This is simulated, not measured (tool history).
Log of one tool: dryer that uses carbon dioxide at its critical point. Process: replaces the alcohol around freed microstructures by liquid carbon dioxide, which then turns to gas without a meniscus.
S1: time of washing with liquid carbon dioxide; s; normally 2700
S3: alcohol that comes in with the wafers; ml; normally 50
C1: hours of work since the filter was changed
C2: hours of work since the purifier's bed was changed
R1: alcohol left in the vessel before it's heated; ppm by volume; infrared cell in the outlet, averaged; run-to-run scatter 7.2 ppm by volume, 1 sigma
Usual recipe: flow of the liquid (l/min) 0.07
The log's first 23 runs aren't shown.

run 24 hour=529.2 | S1=2700 flow_of_the_liquid_(l/min)=0.07 S3=50 | C1=425 C2=1197 | R1=824
run 25 hour=558.7 | S1=2700 flow_of_the_liquid_(l/min)=0.0949 S3=79 | C1=445 C2=1217 | R1=298
run 26 hour=583.4 | S1=2700 flow_of_the_liquid_(l/min)=0.0949 S3=79 | C1=461 C2=1233 | R1=316
-- hour=588.7 purifier's bed changed
run 27 hour=602.6 | S1=2280 flow_of_the_liquid_(l/min)=0.0873 S3=118 | C1=471 C2=9 | R1=1428
-- hour=611.9 inlet filter changed
run 28 hour=626.8 | S1=2280 flow_of_the_liquid_(l/min)=0.0873 S3=118 | C1=10 C2=24 | R1=611
run 29 hour=643.4 | S1=2280 flow_of_the_liquid_(l/min)=0.0873 S3=118 | C1=20 C2=35 | R1=625
run 30 hour=670.7 | S1=2280 flow_of_the_liquid_(l/min)=0.0873 S3=118 | C1=38 C2=52 | R1=657
run 31 hour=689.5 | S1=3120 flow_of_the_liquid_(l/min)=0.0925 S3=21 | C1=50 C2=65 | R1=21
run 32 hour=715.8 | S1=3960 flow_of_the_liquid_(l/min)=0.1075 S3=50 | C1=67 C2=82 | R1=17
run 33 hour=751.1 | S1=2880 flow_of_the_liquid_(l/min)=0.0851 S3=23 | C1=90 C2=105 | R1=42
run 34 hour=766.6 | S1=2880 flow_of_the_liquid_(l/min)=0.0851 S3=23 | C1=100 C2=115 | R1=54
run 35 hour=790.7 | S1=3240 flow_of_the_liquid_(l/min)=0.07 S3=36 | C1=116 C2=130 | R1=124
run 36 hour=811.8 | S1=1680 flow_of_the_liquid_(l/min)=0.0774 S3=50 | C1=130 C2=144 | R1=2368
run 37 hour=831.1 | S1=1680 flow_of_the_liquid_(l/min)=0.0999 S3=42 | C1=142 C2=157 | R1=702
run 38 hour=865 | S1=2700 flow_of_the_liquid_(l/min)=0.0693 S3=50 | C1=164 C2=179 | R1=519
run 39 hour=892.1 | S1=2760 flow_of_the_liquid_(l/min)=0.0693 S3=50 | C1=182 C2=196 | R1=479
run 40 hour=912 | S1=1920 flow_of_the_liquid_(l/min)=0.0619 S3=50 | C1=195 C2=209 | R1=3550
run 41 hour=946.6 | S1=1920 flow_of_the_liquid_(l/min)=0.0608 S3=109 | C1=217 C2=232 | R1=8658
run 42 hour=979 | S1=3480 flow_of_the_liquid_(l/min)=0.0493 S3=50 | C1=238 C2=253 | R1=885
run 43 hour=996.5 | S1=3660 flow_of_the_liquid_(l/min)=0.07 S3=23 | C1=250 C2=264 | R1=56
run 44 hour=1026.1 | S1=1800 flow_of_the_liquid_(l/min)=0.1117 S3=28 | C1=269 C2=283 | R1=233
run 45 hour=1050.2 | S1=3120 flow_of_the_liquid_(l/min)=0.0478 S3=105 | C1=284 C2=299 | R1=3673
run 46 hour=1085.9 | S1=3120 flow_of_the_liquid_(l/min)=0.0478 S3=105 | C1=308 C2=322 | R1=3714

Branching from run 46: 3 alternative next runs. What would each branch give?
run A hour=1112.7 | S1=1800 flow_of_the_liquid_(l/min)=0.0561 S3=69 | C1=325 C2=339 | R1=?
run B hour=1112.7 | S1=3120 flow_of_the_liquid_(l/min)=0.0478 S3=63 | C1=325 C2=339 | R1=?
run C hour=1112.7 | S1=2100 flow_of_the_liquid_(l/min)=0.09 S3=43 | C1=325 C2=339 | R1=?

run=A R1=9187
run=B R1=2303
run=C R1=533
Without the tool's hidden state the same runs would have given:
run=A R1=6733
run=B R1=1448
run=C R1=287
